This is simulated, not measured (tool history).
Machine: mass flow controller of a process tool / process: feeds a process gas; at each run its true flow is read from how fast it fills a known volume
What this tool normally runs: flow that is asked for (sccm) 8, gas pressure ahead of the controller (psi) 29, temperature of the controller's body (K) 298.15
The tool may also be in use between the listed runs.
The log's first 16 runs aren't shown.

run     hour  flow that is asked for (sccm)  gas pressure ahead of the controller (psi)  temperature of the controller's body (K)  hours of work since the controller was set to zero  hours of work since the controller was changed  true flow (%)
 17   6817.7                              8                                          29                                    298.15                                                 554                                            9962          95.82
 18   7298.6                              8                                        37.9                                    298.15                                                 883                                           10291          96.09
 19   7631.8                              8                                        37.9                                    298.15                                                1111                                           10519          96.15
      7666.5  -- controller's zero set anew, once more
      7836.5  -- controller exchanged for a calibrated one
 20   7965.4                              8                                        23.8                                    298.15                                                  88                                              88          97.82
 21   8515.5                              6                                          26                                    295.15                                                 465                                             465          97.56
 22   8855.2                              6                                          26                                    295.15                                                 697                                             697           97.4
 23   9147.4                              6                                          26                                    295.15                                                 897                                             897          97.18
 24   9393.3                              6                                          26                                    295.15                                                1066                                            1066          97.18
 25   9837.2                              4                                          26                                    306.15                                                1370                                            1370           95.9
 26  10221.5                              4                                        31.6                                    300.15                                                1633                                            1633          96.07
 27  10703.1                              8                                          29                                    296.15                                                1962                                            1962          97.32
 28  11058.5                             10                                        39.3                                    303.15                                                2206                                            2206          98.02
 29  11543.2                              3                                          29                                    299.15                                                2537                                            2537          94.19
 30  11962.3                              8                                        22.6                                    304.15                                                2824                                            2824          96.51
 31  12306.1                              7                                        32.9                                    297.15                                                3060                                            3060           96.7
 32  12730.4                              7                                        32.9                                    297.15                                                3350                                            3350          96.66
 33  13011.8                              3                                        33.1                                    303.15                                                3543                                            3543          93.06
 34  13556.9                              3                                        38.4                                    310.15                                                3916                                            3916          92.63
 35  13996.4                             15                                          29                                    296.15                                                4217                                            4217          98.52
 36    14364                              7                                        27.3                                    298.15                                                4468                                            4468          95.75
 37    14746                              7                                        36.3                                    298.15                                                4730                                            4730          96.23

Consider 3 possible next runs. They are alternatives, not a sequence: every one starts from the tool as it was left by run 37. What does each give?
     14797.3  -- controller's zero set anew
  A  15075.6                              5                                        30.6                                    298.15                                                 191                                            4955              ?
     14797.3  -- controller's zero set anew
  B  15075.6                             17                                          29                                    298.15                                                 191                                            4955              ?
     14797.3  -- controller's zero set anew
  C  15075.6                              8                                        28.9                                    296.15                                                 191                                            4955              ?

run  true flow (%)
  A          98.12
  B         100.01
  C          98.53
Without the tool's unlogged condition, the same runs would have read:
run  true flow (%)
  A          97.84
  B          99.57
  C          98.16

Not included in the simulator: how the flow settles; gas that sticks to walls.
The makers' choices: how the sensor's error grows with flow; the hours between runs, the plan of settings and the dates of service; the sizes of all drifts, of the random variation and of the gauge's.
